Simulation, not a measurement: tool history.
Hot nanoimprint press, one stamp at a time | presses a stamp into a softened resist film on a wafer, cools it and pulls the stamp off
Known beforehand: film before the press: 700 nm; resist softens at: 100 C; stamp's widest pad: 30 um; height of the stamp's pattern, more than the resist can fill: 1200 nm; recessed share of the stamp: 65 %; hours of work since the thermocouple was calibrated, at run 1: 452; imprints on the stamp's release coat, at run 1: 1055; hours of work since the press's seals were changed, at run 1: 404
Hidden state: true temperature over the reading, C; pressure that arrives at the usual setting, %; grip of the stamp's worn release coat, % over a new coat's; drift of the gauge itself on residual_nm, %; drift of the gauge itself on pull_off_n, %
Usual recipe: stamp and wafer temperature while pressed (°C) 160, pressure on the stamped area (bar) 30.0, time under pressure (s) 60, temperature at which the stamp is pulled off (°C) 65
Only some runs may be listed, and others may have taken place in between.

run    day  stamp and wafer temperature while pressed (°C)  pressure on the stamped area (bar)  time under pressure (s)  temperature at which the stamp is pulled off (°C)  hours of work since the thermocouple was calibrated  imprints on the stamp's release coat  hours of work since the press's seals were changed  resist left under the stamp's widest pad (nm)  greatest force while the stamp is pulled off (N)
  1  0.000                                             160                                30.0                       60                                                 65                                                  452                                  1055                                                 404                                          273.3                                               178
  2  0.262                                             160                                30.0                       60                                                 65                                                  457                                  1092                                                 409                                          274.5                                               178
  3  0.754                                             160                                30.0                       60                                                 65                                                  467                                  1162                                                 418                                          270.8                                               183
  4  1.275                                             160                                30.0                       60                                                 65                                                  476                                  1236                                                 428                                          269.5                                               181
  5  1.762                                             160                                30.0                       60                                                 65                                                  486                                  1305                                                 437                                          268.5                                               190
  6  2.108                                             160                                30.0                       60                                                 65                                                  492                                  1354                                                 444                                          270.5                                               190
  7  2.579                                             160                                30.0                       60                                                 65                                                  501                                  1420                                                 453                                          271.5                                               190
  8  3.150                                             160                                30.0                       60                                                 65                                                  512                                  1501                                                 463                                          270.1                                               191
  9  3.721                                             160                                30.0                       60                                                 65                                                  523                                  1583                                                 474                                          266.1                                               203
 10  4.083                                             170                                30.0                       72                                                 67                                                  530                                  1634                                                 481                                          131.9                                               192
 11  4.662                                             158                                25.7                       37                                                 64                                                  540                                  1716                                                 492                                          384.9                                               215
     4.812  -- plate thermocouple calibrated
 12  5.246                                             169                                25.7                       37                                                 65                                                    8                                  1781                                                 501                                          198.1                                               205
 13  5.725                                             169                                25.7                       37                                                 65                                                   17                                  1849                                                 510                                          199.8                                               213
 14  6.271                                             169                                25.7                       37                                                 65                                                   28                                  1927                                                 520                                          198.0                                               214
 15  6.829                                             160                                44.3                       60                                                 65                                                   38                                  2005                                                 531                                          214.9                                               208
     7.267  -- plate thermocouple calibrated, once more
 16  7.371                                             153                                34.0                       62                                                 67                                                    2                                  2065                                                 539                                          426.0                                               232
     7.675  -- stamp cleaned and given a new release coat
 17  7.962                                             154                                36.9                      119                                                 67                                                    8                                    41                                                 545                                          307.1                                               133

Difference, measured minus no-hidden-state, one row per run. Run-to-run variation is common to both terms; the gauge's own scatter need not be:
run  resist left under the stamp's widest pad (nm)  greatest force while the stamp is pulled off (N)
  1                                          -28.6                                               +38
  2                                          -29.2                                               +39
  3                                          -29.4                                               +42
  4                                          -30.0                                               +44
  5                                          -30.5                                               +48
  6                                          -31.2                                               +49
  7                                          -31.9                                               +52
  8                                          -32.6                                               +54
  9                                          -32.8                                               +60
 10                                          -16.3                                               +58
 11                                          -40.9                                               +69
 12                                          -30.9                                               +65
 13                                          -31.5                                               +69
 14                                          -31.9                                               +71
 15                                          -37.9                                               +72
 16                                           +5.4                                               +94
 17                                           +4.7                                                +2
